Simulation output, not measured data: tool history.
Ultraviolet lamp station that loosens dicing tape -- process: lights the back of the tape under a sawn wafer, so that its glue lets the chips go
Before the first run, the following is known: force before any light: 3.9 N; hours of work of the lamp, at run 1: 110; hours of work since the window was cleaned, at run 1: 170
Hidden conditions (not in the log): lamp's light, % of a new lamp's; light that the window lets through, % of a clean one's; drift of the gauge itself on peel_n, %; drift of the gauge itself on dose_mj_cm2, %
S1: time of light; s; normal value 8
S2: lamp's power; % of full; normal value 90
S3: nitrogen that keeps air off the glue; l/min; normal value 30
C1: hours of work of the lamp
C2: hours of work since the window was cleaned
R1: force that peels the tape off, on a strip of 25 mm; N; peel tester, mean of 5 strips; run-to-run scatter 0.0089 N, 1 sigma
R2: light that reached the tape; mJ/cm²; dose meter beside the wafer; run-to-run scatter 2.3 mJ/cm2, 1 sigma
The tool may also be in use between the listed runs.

run,hour,S1,S2,S3,C1,C2,R1,R2
1,0,8,90,30,110,170,0.451,196
2,82.4,8,90,30,164,224,0.484,190
# hour 112.4: window cleaned of glue's vapour
3,181.6,8,90,20,229,45,0.557,202
4,278.4,8,90,30,292,109,0.49,191
5,348.8,8,90,30,338,155,0.514,184
6,401,6,73,20,373,189,1.248,105

Estimate the outcome of run 7 from the log above:
7,471,14,99,15,418,235,?,?

Logged for run 7: R1 0.322 N, R2 325 mJ/cm².
Had the tool carried no hidden state, the very same run would have given R1 0.231 N, R2 435 mJ/cm².

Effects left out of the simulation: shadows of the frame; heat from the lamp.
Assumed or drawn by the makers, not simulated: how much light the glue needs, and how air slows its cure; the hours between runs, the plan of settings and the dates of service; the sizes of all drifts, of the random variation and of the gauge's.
